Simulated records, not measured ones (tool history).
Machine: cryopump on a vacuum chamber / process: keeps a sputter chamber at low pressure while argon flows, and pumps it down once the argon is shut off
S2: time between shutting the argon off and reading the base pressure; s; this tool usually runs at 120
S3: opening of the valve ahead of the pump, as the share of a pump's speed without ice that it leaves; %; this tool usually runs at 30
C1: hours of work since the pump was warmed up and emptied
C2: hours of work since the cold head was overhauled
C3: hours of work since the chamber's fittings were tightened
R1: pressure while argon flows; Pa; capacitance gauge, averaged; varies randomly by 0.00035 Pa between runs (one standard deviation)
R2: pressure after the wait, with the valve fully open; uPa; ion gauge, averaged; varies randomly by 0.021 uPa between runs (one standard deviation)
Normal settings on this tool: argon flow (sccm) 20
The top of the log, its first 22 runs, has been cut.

Run 23, hour 1168.5: usual settings but S2 287 s, S3 20 %; C1 39; C2 1730; C3 1211. Result: R1 0.0798 Pa, R2 0.56 uPa.
Run 24, hour 1199.4: usual settings but S2 287 s, S3 20 %; C1 63; C2 1754; C3 1235. Result: R1 0.0792 Pa, R2 0.51 uPa.
Run 25, hour 1270.9: usual settings but argon flow (sccm) 32, S2 26 s; C1 120; C2 1811; C3 1292. Result: R1 0.0848 Pa, R2 2.15 uPa.
Run 26, hour 1315.6: usual settings but S2 23 s, S3 49 %; C1 155; C2 1846; C3 1327. Result: R1 0.0335 Pa, R2 2.36 uPa.
Run 27, hour 1376.0: usual settings but S2 23 s, S3 49 %; C1 202; C2 1893; C3 1374. Result: R1 0.0335 Pa, R2 2.37 uPa.
Run 28, hour 1411.7: usual settings but argon flow (sccm) 21, S2 29 s, S3 32 %; C1 230; C2 1922; C3 1402. Result: R1 0.0538 Pa, R2 1.97 uPa.
Run 29, hour 1450.0: usual settings but argon flow (sccm) 21, S2 29 s, S3 32 %; C1 260; C2 1952; C3 1433. Result: R1 0.0540 Pa, R2 2.02 uPa.
Run 30, hour 1504.7: usual settings but argon flow (sccm) 39, S2 74 s, S3 23 %; C1 303; C2 1995; C3 1476. Result: R1 0.1370 Pa, R2 1.02 uPa.

4 options for the next run, each taken on its own from the tool as it stands now. Forecast them:
Run A, hour 1539.3: usual settings but argon flow (sccm) 34, S3 28 %; C1 331; C2 2022; C3 1503. Result: R1 ?, R2 ?.
Run B, hour 1539.3: usual settings but S2 183 s; C1 331; C2 2022; C3 1503. Result: R1 ?, R2 ?.
Run C, hour 1539.3: usual settings but argon flow (sccm) 8, S2 92 s, S3 51 %; C1 331; C2 2022; C3 1503. Result: R1 ?, R2 ?.
Run D, hour 1539.3: usual settings but argon flow (sccm) 39, S2 170 s, S3 23 %; C1 331; C2 2022; C3 1503. Result: R1 ?, R2 ?.

run      R1    R2
  A  0.0990  0.81
  B  0.0550  0.70
  C  0.0133  0.93
  D  0.1381  0.74
Stripped of hidden state, with their random variation kept, the same runs would have yielded:
run      R1    R2
  A  0.0956  0.51
  B  0.0530  0.39
  C  0.0125  0.62
  D  0.1342  0.44
